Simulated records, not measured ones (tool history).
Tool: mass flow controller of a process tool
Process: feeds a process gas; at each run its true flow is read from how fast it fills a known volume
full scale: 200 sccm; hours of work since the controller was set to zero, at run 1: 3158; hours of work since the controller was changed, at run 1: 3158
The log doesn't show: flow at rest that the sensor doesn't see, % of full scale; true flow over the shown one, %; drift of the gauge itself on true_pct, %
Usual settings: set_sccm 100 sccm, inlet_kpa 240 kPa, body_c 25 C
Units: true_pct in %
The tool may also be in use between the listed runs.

run,hour,set_sccm,inlet_kpa,body_c,hours of work since the controller was set to zero,hours of work since the controller was changed,true_pct
1,0,100,240,25,3158,3158,101.63
2,130.7,100,240,25,3210,3210,101.55
3,319.4,100,240,25,3286,3286,101.64
4,490.9,100,179,25,3355,3355,102.32
# hour 514.4: controller's zero set anew
5,631.6,100,204,25,47,3411,102.13
6,843.2,100,204,25,132,3495,102.19
7,1096.6,100,204,25,233,3597,102.32
8,1336.9,100,204,25,329,3693,102.3
9,1463.5,100,204,25,380,3744,102.38

Run 10 comes next. What will it give?
10,1701.2,100,204,25,475,3839,?

{"run 10": {"true_pct": 102.54}}
Without the tool's hidden state the same run would have given true_pct 99.83 %.
